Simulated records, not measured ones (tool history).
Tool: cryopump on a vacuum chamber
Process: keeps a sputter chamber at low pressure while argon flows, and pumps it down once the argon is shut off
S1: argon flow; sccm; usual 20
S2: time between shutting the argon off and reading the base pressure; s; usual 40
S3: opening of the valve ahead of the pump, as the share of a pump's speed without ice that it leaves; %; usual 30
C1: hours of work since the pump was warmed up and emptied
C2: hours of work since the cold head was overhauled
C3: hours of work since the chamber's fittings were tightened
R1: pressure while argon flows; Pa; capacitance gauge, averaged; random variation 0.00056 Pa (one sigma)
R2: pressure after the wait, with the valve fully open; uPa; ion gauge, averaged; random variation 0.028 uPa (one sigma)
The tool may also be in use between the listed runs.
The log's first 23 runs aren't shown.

run 24 hour=1118.1 | S1=20 S2=150 S3=20 | C1=370 C2=2463 C3=1351 | R1=0.1021 R2=0.77
run 25 hour=1158.9 | S1=10 S2=25 S3=43 | C1=397 C2=2490 C3=1378 | R1=0.0252 R2=2.31
run 26 hour=1199 | S1=33 S2=33 S3=30 | C1=423 C2=2516 C3=1405 | R1=0.1175 R2=1.86
run 27 hour=1246.8 | S1=10 S2=34 S3=26 | C1=455 C2=2547 C3=1436 | R1=0.0408 R2=1.87
run 28 hour=1293.4 | S1=10 S2=38 S3=32 | C1=485 C2=2578 C3=1467 | R1=0.0338 R2=1.75
-- hour=1321.1 pump warmed up, emptied and cooled again
run 29 hour=1327.3 | S1=10 S2=38 S3=24 | C1=4 C2=2597 C3=1486 | R1=0.0394 R2=1.66
run 30 hour=1385 | S1=21 S2=85 S3=25 | C1=42 C2=2635 C3=1524 | R1=0.0806 R2=0.96
run 31 hour=1441.2 | S1=33 S2=231 S3=25 | C1=79 C2=2672 C3=1561 | R1=0.1259 R2=0.58
run 32 hour=1477.5 | S1=33 S2=231 S3=25 | C1=103 C2=2696 C3=1585 | R1=0.1282 R2=0.58
run 33 hour=1516.9 | S1=20 S2=40 S3=30 | C1=129 C2=2722 C3=1611 | R1=0.0655 R2=1.58
run 34 hour=1586.3 | S1=20 S2=40 S3=27 | C1=175 C2=2768 C3=1656 | R1=0.0728 R2=1.54

Forecast each of these 3 alternatives for the next run:
run A hour=1656.1 | S1=10 S2=23 S3=26 | C1=221 C2=2814 C3=1702 | R1=? R2=?
run B hour=1656.1 | S1=16 S2=110 S3=30 | C1=221 C2=2814 C3=1702 | R1=? R2=?
run C hour=1656.1 | S1=12 S2=62 S3=26 | C1=221 C2=2814 C3=1702 | R1=? R2=?

run=A R1=0.0376 R2=2.53
run=B R1=0.0524 R2=0.85
run=C R1=0.0454 R2=1.19
Without the tool's hidden state the same runs would have given:
run=A R1=0.036 R2=2.25
run=B R1=0.0498 R2=0.58
run=C R1=0.0435 R2=0.92
